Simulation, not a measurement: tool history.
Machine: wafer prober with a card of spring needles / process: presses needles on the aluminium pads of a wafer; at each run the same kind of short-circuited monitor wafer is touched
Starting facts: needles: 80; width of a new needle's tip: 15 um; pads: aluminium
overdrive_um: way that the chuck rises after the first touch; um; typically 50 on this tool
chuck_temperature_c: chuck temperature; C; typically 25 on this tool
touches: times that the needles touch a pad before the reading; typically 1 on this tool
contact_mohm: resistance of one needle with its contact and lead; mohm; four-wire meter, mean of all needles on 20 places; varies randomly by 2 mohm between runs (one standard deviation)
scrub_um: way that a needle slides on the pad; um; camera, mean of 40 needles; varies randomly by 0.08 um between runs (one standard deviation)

run 1 hour=0 | overdrive_um=50 chuck_temperature_c=25 touches=1 | contact_mohm=266 scrub_um=13
-- hour=9.7 tips cleaned on abrasive film
-- hour=22.6 tips cleaned on abrasive film
run 2 hour=30.2 | overdrive_um=50 chuck_temperature_c=25 touches=1 | contact_mohm=278 scrub_um=12.9
-- hour=36.7 tips cleaned on abrasive film
-- hour=52.7 tips cleaned on abrasive film
-- hour=68.5 tips cleaned on abrasive film
run 3 hour=79 | overdrive_um=50 chuck_temperature_c=25 touches=1 | contact_mohm=300 scrub_um=12.89
-- hour=82.3 tips cleaned on abrasive film
-- hour=95.2 tips cleaned on abrasive film
-- hour=110.7 tips cleaned on abrasive film
-- hour=126.5 tips cleaned on abrasive film
-- hour=139.5 tips cleaned on abrasive film
run 4 hour=146.2 | overdrive_um=50 chuck_temperature_c=25 touches=1 | contact_mohm=278 scrub_um=12.72
-- hour=152.6 tips cleaned on abrasive film
-- hour=165.5 tips cleaned on abrasive film
-- hour=178.5 tips cleaned on abrasive film
-- hour=194.1 tips cleaned on abrasive film
run 5 hour=201.3 | overdrive_um=50 chuck_temperature_c=25 touches=1 | contact_mohm=283 scrub_um=12.68
-- hour=207.9 tips cleaned on abrasive film
-- hour=223.5 tips cleaned on abrasive film
-- hour=239.6 tips cleaned on abrasive film
-- hour=249.2 height of the first contact set anew
-- hour=255.7 tips cleaned on abrasive film
run 6 hour=257.8 | overdrive_um=50 chuck_temperature_c=25 touches=1 | contact_mohm=246 scrub_um=13
-- hour=270.8 tips cleaned on abrasive film
-- hour=283.7 tips cleaned on abrasive film
run 7 hour=295.9 | overdrive_um=50 chuck_temperature_c=25 touches=1 | contact_mohm=310 scrub_um=13.14
-- hour=299.2 tips cleaned on abrasive film
-- hour=315.2 tips cleaned on abrasive film
-- hour=331.4 tips cleaned on abrasive film
-- hour=347.6 tips cleaned on abrasive film
run 8 hour=352.8 | overdrive_um=50 chuck_temperature_c=25 touches=1 | contact_mohm=274 scrub_um=12.91
-- hour=362.5 tips cleaned on abrasive film
-- hour=378.7 tips cleaned on abrasive film
run 9 hour=388.6 | overdrive_um=61 chuck_temperature_c=25 touches=2 | contact_mohm=251 scrub_um=16.11
-- hour=391.9 tips cleaned on abrasive film
-- hour=407.3 tips cleaned on abrasive film
run 10 hour=420 | overdrive_um=50 chuck_temperature_c=81 touches=1 | contact_mohm=324 scrub_um=12.97
-- hour=423.3 tips cleaned on abrasive film
-- hour=439.5 tips cleaned on abrasive film
-- hour=452.4 tips cleaned on abrasive film
run 11 hour=464.7 | overdrive_um=50 chuck_temperature_c=81 touches=1 | contact_mohm=303 scrub_um=13.06
-- hour=468 tips cleaned on abrasive film
-- hour=480.9 tips cleaned on abrasive film
-- hour=493.9 tips cleaned on abrasive film
run 12 hour=501.9 | overdrive_um=50 chuck_temperature_c=81 touches=1 | contact_mohm=300 scrub_um=12.89

Expected results for the next run?
-- hour=508.4 tips cleaned on abrasive film
-- hour=524.5 tips cleaned on abrasive film
-- hour=540.4 tips cleaned on abrasive film
run 13 hour=544.5 | overdrive_um=50 chuck_temperature_c=36 touches=1 | contact_mohm=? scrub_um=?

Run 13 came out at contact_mohm 276 mohm, scrub_um 12.91 um.
Were there no unlogged condition in the tool, this run, its random variation unchanged, would have produced contact_mohm 227 mohm, scrub_um 13.22 um.
